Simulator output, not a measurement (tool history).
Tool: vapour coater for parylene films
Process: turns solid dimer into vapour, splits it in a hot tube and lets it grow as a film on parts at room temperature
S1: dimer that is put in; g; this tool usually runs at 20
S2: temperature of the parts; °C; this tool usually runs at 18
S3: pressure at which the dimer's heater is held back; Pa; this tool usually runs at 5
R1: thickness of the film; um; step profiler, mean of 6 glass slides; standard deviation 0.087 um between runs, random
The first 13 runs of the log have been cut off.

run	day	S1	S2	S3	R1
# day 15.95: trap's valve overhauled
14	16.021	25	18	5	13.34
15	17.879	20	28	5	8.11
16	19.275	20	12	3.04	12.31
17	20.9	33	27	5	13.24
18	21.696	33	27	5	13.41
19	22.517	33	27	5	13.08
20	24.229	20	14	2.27	11.53
21	25.254	8	18	5	3.86
22	26.583	8	18	5	3.82
23	27.512	8	18	5	3.81
24	28.912	8	18	5	3.72
# day 29.658: trap's valve overhauled
25	30.05	8	18	5	4.16
26	31.238	8	18	5	4.2
27	32.012	15	12	6.08	8.74
28	33.225	15	10	4.21	9.39
29	34.3	27	21	4.79	12.68
30	35.992	20	11	2.73	12.18

3 options for the next run, each taken on its own from the tool as it stands now. Forecast them:
A	36.758	33	23	11.66	?
B	36.758	32	17	6.79	?
C	36.758	20	24	5	?

run	R1
A	13.43
B	15.84
C	8.55
With no hidden state in the tool, these same runs would have given:
run	R1
A	14.51
B	17.1
C	9.23
